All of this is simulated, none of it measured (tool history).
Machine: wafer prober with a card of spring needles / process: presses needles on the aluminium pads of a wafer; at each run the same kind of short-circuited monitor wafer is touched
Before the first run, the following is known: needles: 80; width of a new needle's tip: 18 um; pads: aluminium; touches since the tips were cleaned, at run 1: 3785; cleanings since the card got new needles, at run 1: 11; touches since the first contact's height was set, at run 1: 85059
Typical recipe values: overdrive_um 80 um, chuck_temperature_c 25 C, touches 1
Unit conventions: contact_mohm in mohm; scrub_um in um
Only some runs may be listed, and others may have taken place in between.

run	day	overdrive_um	chuck_temperature_c	touches	touches since the tips were cleaned	cleanings since the card got new needles	touches since the first contact's height was set	contact_mohm	scrub_um
1	0.000	80	25	1	3785	11	85059	251	22.42
# day 0.417: tips cleaned on abrasive film
2	1.208	80	25	3	5220	12	92999	249	22.39
# day 1.417: tips cleaned on abrasive film
# day 2.400: tips cleaned on abrasive film
3	2.542	80	25	3	951	14	101774	249	22.45
# day 3.421: tips cleaned on abrasive film
4	3.929	80	25	1	3358	15	110896	250	22.39
# day 4.408: tips cleaned on abrasive film
# day 5.417: tips cleaned on abrasive film
5	5.642	80	25	1	1466	17	122144	251	22.51
# day 6.404: tips cleaned on abrasive film
6	7.062	80	25	1	4334	18	131498	249	22.54
# day 7.412: tips cleaned on abrasive film
# day 8.479: tips cleaned on abrasive film
7	8.750	80	25	1	1775	20	142595	249	22.53
# day 9.550: tips cleaned on abrasive film
8	9.888	97	25	1	2224	21	150072	246	27.34
# day 10.617: tips cleaned on abrasive film
9	11.588	80	25	1	6402	22	161272	249	22.52
# day 11.696: tips cleaned on abrasive film
# day 12.750: tips cleaned on abrasive film
10	12.858	80	25	1	708	24	169622	249	22.54
# day 13.746: tips cleaned on abrasive film
11	14.300	80	25	1	3650	25	179104	252	22.56
# day 14.808: tips cleaned on abrasive film
12	15.125	80	25	1	2102	26	184537	250	22.56
# day 15.821: tips cleaned on abrasive film
13	15.875	62	25	1	375	27	189470	256	17.50
# day 16.821: tips cleaned on abrasive film
14	17.533	62	25	1	4684	28	200379	249	17.49
# day 17.850: tips cleaned on abrasive film
15	18.567	62	25	1	4740	29	207185	255	17.54
# day 18.962: tips cleaned on abrasive film
16	19.342	80	25	2	2520	30	212287	251	22.70
# day 20.012: tips cleaned on abrasive film
17	20.738	80	80	2	4782	31	221470	268	22.75
# day 21.062: tips cleaned on abrasive film
# day 21.446: height of the first contact set anew
18	21.550	80	80	2	3116	32	669	265	22.67
# day 22.088: tips cleaned on abrasive film
19	22.692	86	25	1	3983	33	8181	251	24.29
# day 23.146: tips cleaned on abrasive film
# day 24.183: tips cleaned on abrasive film
20	24.183	81	122	1	0	35	17993	273	23.01
# day 25.171: tips cleaned on abrasive film
21	25.729	78	122	2	3690	36	28172	279	22.19
# day 26.267: tips cleaned on abrasive film
22	27.225	78	122	2	6343	37	38025	276	22.19
# day 27.308: tips cleaned on abrasive film
23	27.929	72	26	3	4106	38	42643	252	20.51
# day 28.425: tips cleaned on abrasive film
# day 29.475: tips cleaned on abrasive film
24	29.583	82	26	2	694	40	53501	251	23.35
# day 30.254: gauge calibrated
# day 30.475: tips cleaned on abrasive film
25	30.583	80	112	1	707	41	60091	279	22.35
# day 31.483: tips cleaned on abrasive film
26	32.112	80	112	2	4144	42	70160	277	22.41
# day 32.596: tips cleaned on abrasive film
27	33.338	63	25	1	4900	43	78232	252	17.61
# day 33.692: tips cleaned on abrasive film
28	34.288	61	91	1	3954	44	84483	272	17.04
# day 34.717: tips cleaned on abrasive film
29	35.288	64	25	1	3770	45	91041	252	17.98
# day 35.742: tips cleaned on abrasive film
# day 36.754: tips cleaned on abrasive film
30	36.754	64	52	1	0	47	100680	262	17.98
# day 37.854: tips cleaned on abrasive film
31	37.925	64	52	1	471	48	108382	258	17.94
# day 38.896: tips cleaned on abrasive film
32	39.488	73	44	3	3921	49	118680	255	20.54

Selected run-to-run steps in scrub_um, each split into two signed amounts: the part the tool would show with no hidden state at all (from settings, incoming material and random variation), and the remainder, which goes to the hidden state together with any gauge scatter not common to the measured and the hidden-state-free results:
Hidden state present: debris on the tips, nm; way that the needles fall short of the set height, um; tips' diameter, um; drift of the gauge itself on contact_mohm, %; drift of the gauge itself on scrub_um, %.
Run 8 -> 9: overdrive_um 97 -> 80, tips cleaned on abrasive film. scrub_um -4.82 um: hidden state +0.00, all else -4.82.
Run 12 -> 13: overdrive_um 80 -> 62, tips cleaned on abrasive film. scrub_um -5.06 um: hidden state -0.04, all else -5.02.
Run 15 -> 16: overdrive_um 62 -> 80, touches 1 -> 2, tips cleaned on abrasive film. scrub_um +5.16 um: hidden state +0.07, all else +5.09.
Run 23 -> 24: overdrive_um 72 -> 82, touches 3 -> 2, tips cleaned on abrasive film, tips cleaned on abrasive film. scrub_um +2.84 um: hidden state +0.07, all else +2.77.
Run 24 -> 25: overdrive_um 82 -> 80, chuck_temperature_c 26 -> 112, touches 2 -> 1, gauge calibrated, tips cleaned on abrasive film. scrub_um -1.00 um: hidden state -0.39, all else -0.61.

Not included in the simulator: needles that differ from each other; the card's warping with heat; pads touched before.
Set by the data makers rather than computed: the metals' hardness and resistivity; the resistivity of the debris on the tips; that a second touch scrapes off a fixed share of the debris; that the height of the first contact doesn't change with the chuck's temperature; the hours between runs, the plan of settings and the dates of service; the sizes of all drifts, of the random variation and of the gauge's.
